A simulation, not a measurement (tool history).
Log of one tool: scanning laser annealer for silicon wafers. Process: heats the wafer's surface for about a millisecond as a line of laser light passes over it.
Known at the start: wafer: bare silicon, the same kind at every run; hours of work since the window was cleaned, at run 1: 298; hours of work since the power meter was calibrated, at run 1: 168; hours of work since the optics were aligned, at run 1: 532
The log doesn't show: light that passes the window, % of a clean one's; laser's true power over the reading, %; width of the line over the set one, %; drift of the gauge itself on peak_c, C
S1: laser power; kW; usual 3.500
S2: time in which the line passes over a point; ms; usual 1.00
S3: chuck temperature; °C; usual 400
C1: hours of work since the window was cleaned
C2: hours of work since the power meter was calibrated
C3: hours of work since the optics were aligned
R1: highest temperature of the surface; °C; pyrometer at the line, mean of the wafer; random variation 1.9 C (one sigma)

run 1 hour=0.0 | S1=3.500 S2=1.00 S3=400 | C1=298 C2=168 C3=532 | R1=1111
run 2 hour=6.7 | S1=3.500 S2=1.25 S3=400 | C1=303 C2=172 C3=537 | R1=1217
run 3 hour=16.6 | S1=3.500 S2=1.25 S3=400 | C1=310 C2=179 C3=544 | R1=1214
run 4 hour=23.1 | S1=3.500 S2=1.25 S3=400 | C1=314 C2=184 C3=548 | R1=1217
run 5 hour=32.0 | S1=3.500 S2=0.75 S3=400 | C1=320 C2=190 C3=554 | R1=1003
run 6 hour=42.0 | S1=3.500 S2=0.75 S3=400 | C1=327 C2=197 C3=561 | R1=1000
run 7 hour=48.3 | S1=3.500 S2=0.75 S3=400 | C1=331 C2=201 C3=566 | R1=1004
run 8 hour=53.0 | S1=3.500 S2=1.00 S3=400 | C1=335 C2=204 C3=569 | R1=1112
run 9 hour=58.3 | S1=3.737 S2=1.00 S3=400 | C1=338 C2=208 C3=572 | R1=1177
run 10 hour=68.0 | S1=3.008 S2=1.00 S3=400 | C1=345 C2=214 C3=579 | R1=984
run 11 hour=72.5 | S1=3.008 S2=1.00 S3=400 | C1=348 C2=218 C3=582 | R1=984
-- hour=76.4 laser's power meter calibrated
run 12 hour=83.0 | S1=3.008 S2=1.00 S3=400 | C1=353 C2=5 C3=587 | R1=984
run 13 hour=92.8 | S1=3.008 S2=1.00 S3=400 | C1=360 C2=11 C3=594 | R1=985
run 14 hour=100.0 | S1=3.500 S2=1.00 S3=400 | C1=365 C2=16 C3=599 | R1=1111
run 15 hour=110.2 | S1=3.500 S2=1.00 S3=400 | C1=372 C2=23 C3=606 | R1=1110
-- hour=114.0 laser's power meter calibrated, once more
run 16 hour=118.9 | S1=3.500 S2=1.00 S3=400 | C1=376 C2=3 C3=610 | R1=1112
run 17 hour=127.9 | S1=3.500 S2=1.00 S3=400 | C1=382 C2=9 C3=616 | R1=1107
run 18 hour=134.2 | S1=3.813 S2=0.94 S3=368 | C1=386 C2=14 C3=620 | R1=1136
run 19 hour=138.4 | S1=3.441 S2=0.75 S3=405 | C1=389 C2=17 C3=623 | R1=991
run 20 hour=146.0 | S1=3.441 S2=0.75 S3=405 | C1=394 C2=22 C3=628 | R1=990
run 21 hour=152.6 | S1=3.441 S2=0.75 S3=405 | C1=399 C2=26 C3=633 | R1=990
run 22 hour=159.8 | S1=3.441 S2=0.75 S3=405 | C1=404 C2=31 C3=638 | R1=990
run 23 hour=166.6 | S1=3.500 S2=1.15 S3=367 | C1=408 C2=36 C3=643 | R1=1140
run 24 hour=172.0 | S1=3.516 S2=0.83 S3=425 | C1=412 C2=40 C3=646 | R1=1064
run 25 hour=180.6 | S1=3.324 S2=1.02 S3=400 | C1=418 C2=46 C3=652 | R1=1069
run 26 hour=187.9 | S1=3.534 S2=0.92 S3=400 | C1=423 C2=51 C3=657 | R1=1085
run 27 hour=194.2 | S1=3.268 S2=1.17 S3=370 | C1=427 C2=55 C3=661 | R1=1084
run 28 hour=201.5 | S1=3.120 S2=0.87 S3=413 | C1=432 C2=60 C3=666 | R1=975
run 29 hour=211.1 | S1=3.120 S2=0.87 S3=413 | C1=439 C2=66 C3=673 | R1=975
run 30 hour=220.2 | S1=3.500 S2=0.72 S3=366 | C1=445 C2=73 C3=679 | R1=950
run 31 hour=225.4 | S1=3.588 S2=0.88 S3=430 | C1=449 C2=76 C3=683 | R1=1107
run 32 hour=234.4 | S1=3.588 S2=0.88 S3=430 | C1=455 C2=82 C3=689 | R1=1106
run 33 hour=241.8 | S1=3.243 S2=0.79 S3=415 | C1=460 C2=88 C3=694 | R1=968
run 34 hour=251.1 | S1=3.243 S2=0.79 S3=415 | C1=466 C2=94 C3=700 | R1=974

5 ways to go on from here, each from the tool as it stands after run 34. What would each give?
run A hour=255.8 | S1=3.535 S2=0.79 S3=415 | C1=469 C2=97 C3=704 | R1=?
run B hour=255.8 | S1=3.809 S2=1.20 S3=418 | C1=469 C2=97 C3=704 | R1=?
run C hour=255.8 | S1=3.538 S2=0.79 S3=415 | C1=469 C2=97 C3=704 | R1=?
run D hour=255.8 | S1=2.990 S2=1.14 S3=390 | C1=469 C2=97 C3=704 | R1=?
run E hour=255.8 | S1=3.130 S2=0.79 S3=415 | C1=469 C2=97 C3=704 | R1=?

run=A R1=1040
run=B R1=1298
run=C R1=1035
run=D R1=1011
run=E R1=946
Without the tool's hidden state the same runs would have given:
run=A R1=1063
run=B R1=1332
run=C R1=1059
run=D R1=1034
run=E R1=966
